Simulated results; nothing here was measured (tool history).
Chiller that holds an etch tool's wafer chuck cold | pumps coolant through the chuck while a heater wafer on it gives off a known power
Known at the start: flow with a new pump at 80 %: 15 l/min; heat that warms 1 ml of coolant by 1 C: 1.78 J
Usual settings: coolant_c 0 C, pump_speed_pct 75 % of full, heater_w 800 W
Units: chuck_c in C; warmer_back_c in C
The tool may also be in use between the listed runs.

{"run": 1, "hour": 0.0, "coolant_c": 0, "pump_speed_pct": 75, "heater_w": 800, "chuck_c": 8.04, "warmer_back_c": 1.976}
{"run": 2, "hour": 20.9, "coolant_c": 0, "pump_speed_pct": 75, "heater_w": 775, "chuck_c": 7.94, "warmer_back_c": 1.901}
{"run": 3, "hour": 48.8, "coolant_c": 0, "pump_speed_pct": 75, "heater_w": 775, "chuck_c": 7.88, "warmer_back_c": 1.894}
{"run": 4, "hour": 67.2, "coolant_c": 0, "pump_speed_pct": 75, "heater_w": 775, "chuck_c": 7.93, "warmer_back_c": 1.891}
{"run": 5, "hour": 103.0, "coolant_c": 0, "pump_speed_pct": 75, "heater_w": 800, "chuck_c": 8.17, "warmer_back_c": 1.957}
{"run": 6, "hour": 126.0, "coolant_c": 0, "pump_speed_pct": 75, "heater_w": 800, "chuck_c": 8.11, "warmer_back_c": 1.93}
{"run": 7, "hour": 160.1, "coolant_c": 0, "pump_speed_pct": 75, "heater_w": 441, "chuck_c": 4.43, "warmer_back_c": 1.08}
{"run": 8, "hour": 185.9, "coolant_c": 0, "pump_speed_pct": 75, "heater_w": 441, "chuck_c": 4.42, "warmer_back_c": 1.071}
{"run": 9, "hour": 218.6, "coolant_c": 0, "pump_speed_pct": 75, "heater_w": 441, "chuck_c": 4.45, "warmer_back_c": 1.07}
{"run": 10, "hour": 237.1, "coolant_c": -4, "pump_speed_pct": 75, "heater_w": 800, "chuck_c": 4.06, "warmer_back_c": 1.958}
{"run": 11, "hour": 262.7, "coolant_c": -4, "pump_speed_pct": 75, "heater_w": 800, "chuck_c": 4.23, "warmer_back_c": 1.951}
{"run": 12, "hour": 283.3, "coolant_c": -4, "pump_speed_pct": 75, "heater_w": 800, "chuck_c": 4.15, "warmer_back_c": 1.96}
{"run": 13, "hour": 309.6, "coolant_c": -4, "pump_speed_pct": 75, "heater_w": 800, "chuck_c": 4.18, "warmer_back_c": 1.972}
{"hour": 316.9, "done": "coolant pump overhauled"}
{"run": 14, "hour": 348.7, "coolant_c": 9, "pump_speed_pct": 75, "heater_w": 800, "chuck_c": 17.1, "warmer_back_c": 1.972}
{"run": 15, "hour": 375.3, "coolant_c": 0, "pump_speed_pct": 75, "heater_w": 800, "chuck_c": 8.18, "warmer_back_c": 1.975}
{"run": 16, "hour": 393.1, "coolant_c": 0, "pump_speed_pct": 75, "heater_w": 800, "chuck_c": 8.09, "warmer_back_c": 1.967}
{"run": 17, "hour": 427.8, "coolant_c": 0, "pump_speed_pct": 75, "heater_w": 920, "chuck_c": 9.49, "warmer_back_c": 2.267}
{"run": 18, "hour": 463.7, "coolant_c": 0, "pump_speed_pct": 75, "heater_w": 920, "chuck_c": 9.45, "warmer_back_c": 2.275}
{"run": 19, "hour": 483.3, "coolant_c": 0, "pump_speed_pct": 64, "heater_w": 429, "chuck_c": 4.79, "warmer_back_c": 1.229}
{"run": 20, "hour": 506.7, "coolant_c": 0, "pump_speed_pct": 64, "heater_w": 429, "chuck_c": 4.9, "warmer_back_c": 1.238}
{"hour": 513.4, "done": "coolant pump overhauled, once more"}
{"run": 21, "hour": 539.4, "coolant_c": -6, "pump_speed_pct": 98, "heater_w": 864, "chuck_c": 0.98, "warmer_back_c": 1.62}
{"run": 22, "hour": 562.6, "coolant_c": 0, "pump_speed_pct": 75, "heater_w": 435, "chuck_c": 4.26, "warmer_back_c": 1.059}
{"run": 23, "hour": 585.7, "coolant_c": 0, "pump_speed_pct": 66, "heater_w": 885, "chuck_c": 9.77, "warmer_back_c": 2.407}
{"run": 24, "hour": 603.4, "coolant_c": -2, "pump_speed_pct": 75, "heater_w": 800, "chuck_c": 6.05, "warmer_back_c": 1.936}
{"run": 25, "hour": 623.4, "coolant_c": -2, "pump_speed_pct": 75, "heater_w": 800, "chuck_c": 5.99, "warmer_back_c": 1.94}
{"run": 26, "hour": 649.7, "coolant_c": -2, "pump_speed_pct": 75, "heater_w": 800, "chuck_c": 6.09, "warmer_back_c": 1.934}
{"run": 27, "hour": 673.5, "coolant_c": 10, "pump_speed_pct": 75, "heater_w": 982, "chuck_c": 19.88, "warmer_back_c": 2.373}
{"run": 28, "hour": 701.9, "coolant_c": -2, "pump_speed_pct": 96, "heater_w": 654, "chuck_c": 3.35, "warmer_back_c": 1.253}
{"run": 29, "hour": 722.5, "coolant_c": -2, "pump_speed_pct": 79, "heater_w": 611, "chuck_c": 3.75, "warmer_back_c": 1.408}
{"run": 30, "hour": 755.0, "coolant_c": -2, "pump_speed_pct": 79, "heater_w": 611, "chuck_c": 3.73, "warmer_back_c": 1.4}
{"run": 31, "hour": 792.6, "coolant_c": -1, "pump_speed_pct": 70, "heater_w": 800, "chuck_c": 7.46, "warmer_back_c": 2.069}
{"run": 32, "hour": 821.5, "coolant_c": 3, "pump_speed_pct": 87, "heater_w": 1033, "chuck_c": 12.26, "warmer_back_c": 2.152}
{"run": 33, "hour": 850.9, "coolant_c": 3, "pump_speed_pct": 87, "heater_w": 1033, "chuck_c": 12.31, "warmer_back_c": 2.177}

Some steps in chuck_c between neighbouring runs. How much of each would the tool show without its hidden state too (settings, what came in, random variation), and how much is left for the hidden state, with any gauge scatter that isn't in both results?
The hidden state here: heat passed by the chuck's channels, % of clean ones'; flow at a given pump speed, % of a new pump's; coolant's true temperature over the reading, C; drift of the gauge itself on chuck_c, C; drift of the gauge itself on warmer_back_c, C.
Run 13 -> 14: coolant_c -4 -> 9, coolant pump overhauled. chuck_c +12.92 C: hidden state +0.02, all else +12.9.
Run 18 -> 19: pump_speed_pct 75 -> 64, heater_w 920 -> 429. chuck_c -4.66 C: hidden state -0.21, all else -4.45.
Run 22 -> 23: pump_speed_pct 75 -> 66, heater_w 435 -> 885. chuck_c +5.51 C: hidden state +0.17, all else +5.34.
Run 26 -> 27: coolant_c -2 -> 10, heater_w 800 -> 982. chuck_c +13.79 C: hidden state +0.06, all else +13.73.
Run 27 -> 28: coolant_c 10 -> -2, pump_speed_pct 75 -> 96, heater_w 982 -> 654. chuck_c -16.53 C: hidden state -0.15, all else -16.38.
